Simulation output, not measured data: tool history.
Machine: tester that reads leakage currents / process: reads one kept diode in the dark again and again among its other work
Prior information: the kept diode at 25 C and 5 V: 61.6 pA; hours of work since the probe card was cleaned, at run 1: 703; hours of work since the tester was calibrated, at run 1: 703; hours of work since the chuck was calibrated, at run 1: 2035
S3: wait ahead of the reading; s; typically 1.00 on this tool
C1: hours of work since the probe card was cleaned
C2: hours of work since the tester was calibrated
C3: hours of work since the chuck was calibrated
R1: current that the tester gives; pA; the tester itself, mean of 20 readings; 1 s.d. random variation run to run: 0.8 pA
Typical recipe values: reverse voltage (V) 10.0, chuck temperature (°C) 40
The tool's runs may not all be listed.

Run 1, day 0.000: usual settings; C1 703; C2 703; C3 2035. Result: R1 242.59 pA.
Run 2, day 4.108: usual settings; C1 774; C2 774; C3 2106. Result: R1 242.46 pA.
Run 3, day 10.658: usual settings; C1 887; C2 887; C3 2220. Result: R1 243.53 pA.
At day 14.404: chuck's temperature calibrated.
Run 4, day 16.425: usual settings but S3 1.87 s; C1 986; C2 986; C3 35. Result: R1 228.52 pA.
Run 5, day 22.854: usual settings but reverse voltage (V) 3.8; C1 1097; C2 1097; C3 146. Result: R1 148.99 pA.
At day 27.696: probe card cleaned and baked.
Run 6, day 29.721: usual settings but reverse voltage (V) 3.8; C1 35; C2 1214; C3 263. Result: R1 140.85 pA.
Run 7, day 33.704: usual settings but reverse voltage (V) 3.8; C1 104; C2 1283; C3 332. Result: R1 141.77 pA.
Run 8, day 37.183: usual settings but reverse voltage (V) 3.8; C1 164; C2 1343; C3 392. Result: R1 140.65 pA.
Run 9, day 43.017: usual settings but reverse voltage (V) 3.8, chuck temperature (°C) 47; C1 265; C2 1444; C3 494. Result: R1 234.11 pA.
Run 10, day 49.517: usual settings but chuck temperature (°C) 22; C1 378; C2 1557; C3 606. Result: R1 56.31 pA.
At day 51.117: chuck's temperature calibrated, once more.
Run 11, day 55.629: usual settings; C1 482; C2 1662; C3 78. Result: R1 275.00 pA.
Run 12, day 59.779: usual settings but reverse voltage (V) 3.1; C1 554; C2 1733; C3 150. Result: R1 168.86 pA.
Run 13, day 64.900: usual settings but reverse voltage (V) 3.1; C1 643; C2 1822; C3 239. Result: R1 167.42 pA.
Run 14, day 69.417: usual settings but reverse voltage (V) 12.3; C1 721; C2 1900; C3 317. Result: R1 302.19 pA.
Run 15, day 76.221: usual settings but reverse voltage (V) 1.3; C1 839; C2 2018; C3 435. Result: R1 115.78 pA.
Run 16, day 81.879: usual settings; C1 937; C2 2116; C3 533. Result: R1 274.55 pA.
Run 17, day 88.054: usual settings but reverse voltage (V) 6.7; C1 1044; C2 2223; C3 640. Result: R1 230.74 pA.
Run 18, day 92.883: usual settings but S3 6.31 s; C1 1128; C2 2307; C3 724. Result: R1 272.37 pA.
At day 95.825: probe card cleaned and baked.
Run 19, day 99.704: usual settings but S3 6.31 s; C1 67; C2 2423; C3 840. Result: R1 255.63 pA.
Run 20, day 102.800: usual settings but reverse voltage (V) 3.0, chuck temperature (°C) 24, S3 2.01 s; C1 121; C2 2477; C3 893. Result: R1 45.03 pA.
Run 21, day 105.879: usual settings but reverse voltage (V) 3.0, chuck temperature (°C) 24, S3 2.01 s; C1 174; C2 2530; C3 947. Result: R1 45.00 pA.
Run 22, day 109.225: usual settings but chuck temperature (°C) 26, S3 1.53 s; C1 232; C2 2588; C3 1005. Result: R1 89.67 pA.
Run 23, day 112.925: usual settings but chuck temperature (°C) 21, S3 3.40 s; C1 296; C2 2652; C3 1069. Result: R1 60.64 pA.
Run 24, day 118.842: usual settings but chuck temperature (°C) 21, S3 3.40 s; C1 399; C2 2755; C3 1171. Result: R1 61.55 pA.
Run 25, day 123.417: usual settings but reverse voltage (V) 9.2, chuck temperature (°C) 35, S3 3.66 s; C1 478; C2 2834; C3 1250. Result: R1 170.01 pA.
Run 26, day 130.321: usual settings but chuck temperature (°C) 20, S3 3.09 s; C1 598; C2 2953; C3 1370. Result: R1 59.89 pA.
Run 27, day 134.854: usual settings but chuck temperature (°C) 52, S3 1.03 s; C1 676; C2 3032; C3 1449. Result: R1 590.37 pA.
Run 28, day 140.654: usual settings but S3 2.69 s; C1 777; C2 3132; C3 1549. Result: R1 254.61 pA.
Run 29, day 145.608: usual settings but S3 2.69 s; C1 862; C2 3218; C3 1635. Result: R1 254.80 pA.
Run 30, day 150.054: usual settings but reverse voltage (V) 3.2, chuck temperature (°C) 27, S3 0.40 s; C1 939; C2 3295; C3 1712. Result: R1 61.28 pA.
Run 31, day 152.933: usual settings but reverse voltage (V) 2.3, chuck temperature (°C) 33, S3 0.67 s; C1 989; C2 3345; C3 1762. Result: R1 81.14 pA.

Run 32 is up next; what results do you expect?
Run 32, day 157.875: usual settings but reverse voltage (V) 2.4; C1 1075; C2 3431; C3 1847. Result: R1 ?.

Run 32 produced R1 137.42 pA.
If the tool had no hidden condition, the same run with the same run-to-run variation would have returned R1 148.32 pA.
